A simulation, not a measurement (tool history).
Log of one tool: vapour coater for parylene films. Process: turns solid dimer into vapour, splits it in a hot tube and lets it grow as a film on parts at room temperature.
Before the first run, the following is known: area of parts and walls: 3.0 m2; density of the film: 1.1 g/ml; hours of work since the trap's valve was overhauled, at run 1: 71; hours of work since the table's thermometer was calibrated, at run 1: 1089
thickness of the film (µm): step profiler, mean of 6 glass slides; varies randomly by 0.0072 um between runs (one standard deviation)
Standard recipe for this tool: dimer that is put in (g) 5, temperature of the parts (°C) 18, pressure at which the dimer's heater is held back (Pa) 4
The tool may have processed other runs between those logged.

run	hour	dimer that is put in (g)	temperature of the parts (°C)	pressure at which the dimer's heater is held back (Pa)	hours of work since the trap's valve was overhauled	hours of work since the table's thermometer was calibrated	thickness of the film (µm)
1	0	5	18	4	71	1089	0.913
2	47.9	5	18	4	93	1111	0.903
3	116.3	5	18	4	125	1142	0.919
4	154.2	5	18	4	142	1160	0.895
5	207.3	5	18	4	167	1184	0.887
6	276.9	5	18	4	199	1217	0.88
# hour 322.6: trap's valve overhauled
7	330.1	5	18	4	3	1239	0.952
8	397.3	5	18	4	34	1270	0.919
9	442.5	5	18	4	55	1291	0.931
10	505.6	5	21	4	84	1320	0.844
11	563.4	5	21	4	111	1347	0.838
12	610.8	5	15	4	133	1369	0.978
13	653.9	5	18	5.47	153	1389	0.878
14	722	3	18	4	184	1420	0.543
15	752.5	3	18	4	198	1434	0.541
# hour 801: trap's valve overhauled
16	801.7	5	18	4	0	1455	0.927
17	871.3	3	12	3.91	32	1487	0.657
18	904.1	3	12	3.91	48	1502	0.644

For run 19, what comes out?
19	958.8	5	15	2.7	73	1528	?

Logged for run 19: thickness of the film (µm) 1.026.
Take away the tool's hidden state, keep the run-to-run variation as it was, and the same run would have given thickness of the film (µm) 1.073.
